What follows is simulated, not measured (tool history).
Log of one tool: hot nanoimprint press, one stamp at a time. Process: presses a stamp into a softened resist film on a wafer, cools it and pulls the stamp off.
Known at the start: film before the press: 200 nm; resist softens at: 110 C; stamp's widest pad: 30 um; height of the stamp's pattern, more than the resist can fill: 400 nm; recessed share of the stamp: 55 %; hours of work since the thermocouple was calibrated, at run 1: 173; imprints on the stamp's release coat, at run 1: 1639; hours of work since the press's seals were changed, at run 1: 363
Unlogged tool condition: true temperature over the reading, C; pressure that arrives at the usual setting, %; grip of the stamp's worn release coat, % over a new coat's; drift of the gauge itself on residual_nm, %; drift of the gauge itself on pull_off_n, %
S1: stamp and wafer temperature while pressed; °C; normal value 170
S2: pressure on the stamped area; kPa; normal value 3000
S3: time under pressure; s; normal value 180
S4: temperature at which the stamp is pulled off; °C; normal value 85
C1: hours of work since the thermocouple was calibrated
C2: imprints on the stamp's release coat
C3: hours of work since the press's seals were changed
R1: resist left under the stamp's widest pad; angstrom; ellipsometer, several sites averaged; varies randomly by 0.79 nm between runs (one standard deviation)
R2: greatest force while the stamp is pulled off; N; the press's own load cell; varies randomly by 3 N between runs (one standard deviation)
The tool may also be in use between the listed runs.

run	hour	S1	S2	S3	S4	C1	C2	C3	R1	R2
1	0	170	3000	180	85	173	1639	363	1025	150
2	18.7	170	3000	180	85	184	1675	374	1027	143
3	29.3	170	3000	180	85	190	1695	380	1036	150
4	37.9	170	3000	180	85	194	1712	384	1031	144
5	47.5	170	3640	180	85	200	1730	390	959	145
6	61.4	170	2550	180	85	208	1757	398	1092	145
7	69.7	170	3000	180	85	212	1773	402	1016	141
8	78.1	170	3000	289	89	217	1789	407	856	124
9	88.5	167	3270	241	77	223	1809	413	1038	176
10	102.9	167	3270	241	77	231	1837	421	1050	168
11	118.9	173	3000	214	74	240	1867	430	826	175
12	131.4	159	1810	180	85	247	1891	437	1751	140
13	144	159	1810	180	85	254	1915	444	1723	142
14	153.5	159	1810	180	85	259	1934	449	1760	141

4 ways to go on from here, each from the tool as it stands after run 14. What would each give?
A	168	166	2520	104	85	267	1962	458	?	?
B	168	178	3000	179	92	267	1962	458	?	?
C	168	159	3750	256	77	267	1962	458	?	?
D	168	159	3140	180	70	267	1962	458	?	?

run	R1	R2
A	1489	141
B	667	118
C	1409	167
D	1607	192
Take away the tool's hidden state, keep each run's random variation, and the runs would have read:
run	R1	R2
A	1489	140
B	666	117
C	1409	166
D	1607	191
